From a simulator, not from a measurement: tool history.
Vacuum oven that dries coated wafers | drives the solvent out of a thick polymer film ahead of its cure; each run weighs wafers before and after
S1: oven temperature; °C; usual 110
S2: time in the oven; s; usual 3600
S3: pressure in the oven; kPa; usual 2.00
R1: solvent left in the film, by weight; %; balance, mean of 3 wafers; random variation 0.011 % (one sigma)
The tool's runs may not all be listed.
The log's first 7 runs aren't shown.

Run 8, hour 266.8: usual settings but S1 123 °C. Result: R1 0.82 %.
Run 9, hour 292.6: usual settings. Result: R1 1.87 %.
Run 10, hour 332.2: usual settings. Result: R1 1.88 %.
Run 11, hour 386.9: usual settings. Result: R1 1.87 %.
Run 12, hour 439.0: usual settings. Result: R1 1.88 %.
Run 13, hour 479.4: usual settings. Result: R1 1.89 %.
Run 14, hour 512.9: usual settings but S1 108 °C. Result: R1 2.25 %.
Run 15, hour 546.0: usual settings. Result: R1 1.90 %.
Run 16, hour 580.7: usual settings but S1 125 °C. Result: R1 0.78 %.
Run 17, hour 626.3: usual settings but S1 125 °C. Result: R1 0.78 %.
Run 18, hour 651.8: usual settings but S1 125 °C, S2 4980 s. Result: R1 0.78 %.
Run 19, hour 686.4: usual settings. Result: R1 1.91 %.
Run 20, hour 725.4: usual settings. Result: R1 1.90 %.
Run 21, hour 782.6: usual settings. Result: R1 1.91 %.
Run 22, hour 810.3: usual settings. Result: R1 1.94 %.
Run 23, hour 855.8: usual settings. Result: R1 1.90 %.
Run 24, hour 885.5: usual settings. Result: R1 1.93 %.
Run 25, hour 936.1: usual settings but S2 2520 s, S3 3.81 kPa. Result: R1 3.92 %.
Run 26, hour 990.6: usual settings but S2 4860 s, S3 2.40 kPa. Result: R1 1.74 %.
Run 27, hour 1040.0: usual settings but S1 124 °C, S3 2.03 kPa. Result: R1 0.84 %.
Run 28, hour 1096.0: usual settings but S1 124 °C, S3 2.03 kPa. Result: R1 0.84 %.

Run 29 comes next. What will it give?
Run 29, hour 1132.0: usual settings but S1 124 °C, S3 2.03 kPa. Result: R1 ?.

{"run 29": {"R1": 0.85}}
Without the tool's hidden state the same run would have given R1 0.79 %.

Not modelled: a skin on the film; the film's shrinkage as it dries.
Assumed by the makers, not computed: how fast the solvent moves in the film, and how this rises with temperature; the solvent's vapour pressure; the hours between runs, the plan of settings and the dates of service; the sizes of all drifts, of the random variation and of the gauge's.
